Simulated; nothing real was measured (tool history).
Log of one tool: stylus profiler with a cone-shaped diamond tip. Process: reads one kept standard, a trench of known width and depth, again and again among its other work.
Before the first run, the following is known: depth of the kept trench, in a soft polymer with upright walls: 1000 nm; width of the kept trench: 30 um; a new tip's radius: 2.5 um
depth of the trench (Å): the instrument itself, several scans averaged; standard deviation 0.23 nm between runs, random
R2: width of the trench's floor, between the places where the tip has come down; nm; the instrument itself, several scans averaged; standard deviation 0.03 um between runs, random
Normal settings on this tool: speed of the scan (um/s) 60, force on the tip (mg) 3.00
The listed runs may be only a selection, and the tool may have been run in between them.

Run 1, hour 0.0: usual settings. Result: depth of the trench (Å) 10152.3, R2 25170 nm.
Run 2, hour 25.3: usual settings. Result: depth of the trench (Å) 10149.9, R2 25190 nm.
Run 3, hour 54.5: usual settings. Result: depth of the trench (Å) 10152.2, R2 25100 nm.
Run 4, hour 70.1: usual settings. Result: depth of the trench (Å) 10150.1, R2 25140 nm.
Run 5, hour 98.5: usual settings. Result: depth of the trench (Å) 10150.6, R2 25090 nm.
Run 6, hour 130.4: usual settings. Result: depth of the trench (Å) 10153.8, R2 25110 nm.
Run 7, hour 145.6: usual settings. Result: depth of the trench (Å) 10151.9, R2 25100 nm.
Run 8, hour 164.3: usual settings. Result: depth of the trench (Å) 10151.2, R2 25080 nm.
Run 9, hour 194.3: usual settings but force on the tip (mg) 8.75. Result: depth of the trench (Å) 10292.6, R2 25210 nm.
Run 10, hour 221.0: usual settings. Result: depth of the trench (Å) 10151.4, R2 25040 nm.
Run 11, hour 246.0: usual settings. Result: depth of the trench (Å) 10154.6, R2 25050 nm.
Run 12, hour 262.1: usual settings but force on the tip (mg) 2.46. Result: depth of the trench (Å) 10134.5, R2 25050 nm.
Run 13, hour 285.0: usual settings but force on the tip (mg) 2.46. Result: depth of the trench (Å) 10139.2, R2 24980 nm.
Run 14, hour 300.6: usual settings but force on the tip (mg) 2.46. Result: depth of the trench (Å) 10139.7, R2 25050 nm.
Run 15, hour 316.7: usual settings but force on the tip (mg) 2.46. Result: depth of the trench (Å) 10137.4, R2 24940 nm.
Run 16, hour 344.9: usual settings but speed of the scan (um/s) 80, force on the tip (mg) 7.35. Result: depth of the trench (Å) 10266.4, R2 25050 nm.
Run 17, hour 375.6: usual settings but speed of the scan (um/s) 71, force on the tip (mg) 6.77. Result: depth of the trench (Å) 10256.6, R2 25060 nm.
Run 18, hour 391.7: usual settings but speed of the scan (um/s) 153, force on the tip (mg) 6.82. Result: depth of the trench (Å) 10250.2, R2 24750 nm.
Run 19, hour 422.4: usual settings but speed of the scan (um/s) 238, force on the tip (mg) 6.10. Result: depth of the trench (Å) 10237.7, R2 24460 nm.
Run 20, hour 450.4: usual settings but speed of the scan (um/s) 87, force on the tip (mg) 1.07. Result: depth of the trench (Å) 10088.1, R2 24570 nm.
Run 21, hour 471.6: usual settings but speed of the scan (um/s) 204. Result: depth of the trench (Å) 10154.9, R2 24260 nm.
At hour 473.7: height scale calibrated on a step standard.
Run 22, hour 500.9: usual settings but speed of the scan (um/s) 202, force on the tip (mg) 8.39. Result: depth of the trench (Å) 10295.6, R2 24640 nm.
Run 23, hour 523.7: usual settings but speed of the scan (um/s) 110, force on the tip (mg) 2.64. Result: depth of the trench (Å) 10146.0, R2 24650 nm.
Run 24, hour 547.4: usual settings but speed of the scan (um/s) 65, force on the tip (mg) 1.66. Result: depth of the trench (Å) 10116.4, R2 24780 nm.
Run 25, hour 572.8: usual settings but speed of the scan (um/s) 65, force on the tip (mg) 1.66. Result: depth of the trench (Å) 10118.9, R2 24800 nm.
Run 26, hour 594.7: usual settings but speed of the scan (um/s) 51, force on the tip (mg) 2.65. Result: depth of the trench (Å) 10151.0, R2 24930 nm.
Run 27, hour 610.6: usual settings but speed of the scan (um/s) 234, force on the tip (mg) 6.67. Result: depth of the trench (Å) 10259.5, R2 24440 nm.
At hour 616.2: height scale calibrated on a step standard, once more.
Run 28, hour 641.5: usual settings but speed of the scan (um/s) 20, force on the tip (mg) 2.01. Result: depth of the trench (Å) 10098.4, R2 25040 nm.
Run 29, hour 661.2: usual settings but speed of the scan (um/s) 54, force on the tip (mg) 8.53. Result: depth of the trench (Å) 10267.7, R2 24980 nm.
Run 30, hour 674.5: usual settings but speed of the scan (um/s) 54, force on the tip (mg) 8.53. Result: depth of the trench (Å) 10269.9, R2 24990 nm.

Difference, measured minus no-hidden-state, one row per run. Run-to-run variation is common to both terms; the gauge's own scatter need not be:
Hidden state present: radius of the tip, um; height scale over the true one, %; drift of the gauge itself on depth_nm, %; drift of the gauge itself on floor_um, %.
run  depth of the trench (Å)    R2
  1                    +15.6  -540
  2                    +15.9  -560
  3                    +16.3  -560
  4                    +16.5  -570
  5                    +16.8  -590
  6                    +17.2  -610
  7                    +17.4  -610
  8                    +17.6  -620
  9                    +18.3  -620
 10                    +18.4  -640
 11                    +18.8  -660
 12                    +18.9  -660
 13                    +19.2  -670
 14                    +19.5  -680
 15                    +19.7  -690
 16                    +20.3  -690
 17                    +20.7  -710
 18                    +20.9  -720
 19                    +21.3  -730
 20                    +21.3  -740
 21                    +21.8  -760
 22                    +28.8  -760
 23                    +28.8  -780
 24                    +28.9  -790
 25                    +29.3  -790
 26                    +29.7  -810
 27                    +30.2  -820
 28                     -1.6  -830
 29                     -1.4  -840
 30                     -1.2  -840
